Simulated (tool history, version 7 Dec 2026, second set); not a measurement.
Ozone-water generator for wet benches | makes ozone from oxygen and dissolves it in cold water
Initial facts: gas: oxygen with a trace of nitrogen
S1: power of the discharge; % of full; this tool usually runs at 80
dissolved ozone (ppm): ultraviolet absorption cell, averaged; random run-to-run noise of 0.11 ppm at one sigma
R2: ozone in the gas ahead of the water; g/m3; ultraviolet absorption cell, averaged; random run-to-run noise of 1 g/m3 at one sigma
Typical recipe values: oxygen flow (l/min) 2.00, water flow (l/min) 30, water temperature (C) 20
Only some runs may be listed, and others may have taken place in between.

run 1 hour=0.0 | S1=80 oxygen_flow_(l/min)=2.00 water_flow_(l/min)=30 water_temperature_(C)=20 | dissolved_ozone_(ppm)=6.1 R2=145.8
run 2 hour=160.5 | S1=80 oxygen_flow_(l/min)=2.00 water_flow_(l/min)=30 water_temperature_(C)=20 | dissolved_ozone_(ppm)=6.1 R2=146.0
run 3 hour=302.4 | S1=80 oxygen_flow_(l/min)=2.00 water_flow_(l/min)=30 water_temperature_(C)=20 | dissolved_ozone_(ppm)=5.8 R2=145.3
-- hour=367.4 contactor cleaned
run 4 hour=455.9 | S1=80 oxygen_flow_(l/min)=2.00 water_flow_(l/min)=30 water_temperature_(C)=20 | dissolved_ozone_(ppm)=6.0 R2=144.6
run 5 hour=651.7 | S1=80 oxygen_flow_(l/min)=2.00 water_flow_(l/min)=30 water_temperature_(C)=20 | dissolved_ozone_(ppm)=6.0 R2=141.9
run 6 hour=772.7 | S1=80 oxygen_flow_(l/min)=2.00 water_flow_(l/min)=30 water_temperature_(C)=20 | dissolved_ozone_(ppm)=6.1 R2=142.6
-- hour=791.5 water thermometer calibrated
run 7 hour=956.3 | S1=80 oxygen_flow_(l/min)=2.00 water_flow_(l/min)=30 water_temperature_(C)=20 | dissolved_ozone_(ppm)=6.1 R2=140.0
run 8 hour=1158.0 | S1=74 oxygen_flow_(l/min)=1.96 water_flow_(l/min)=46 water_temperature_(C)=16 | dissolved_ozone_(ppm)=3.8 R2=136.0
run 9 hour=1323.7 | S1=74 oxygen_flow_(l/min)=1.96 water_flow_(l/min)=31 water_temperature_(C)=16 | dissolved_ozone_(ppm)=5.5 R2=134.6

Expected results for the next run?
run 10 hour=1429.9 | S1=43 oxygen_flow_(l/min)=2.23 water_flow_(l/min)=23 water_temperature_(C)=14 | dissolved_ozone_(ppm)=? R2=?

{"run 10": {"dissolved ozone (ppm)": 6.2, "R2": 101.5}}
If the tool had no hidden condition, the same run with the same run-to-run variation would have returned dissolved ozone (ppm) 7.7, R2 124.8 g/m3.
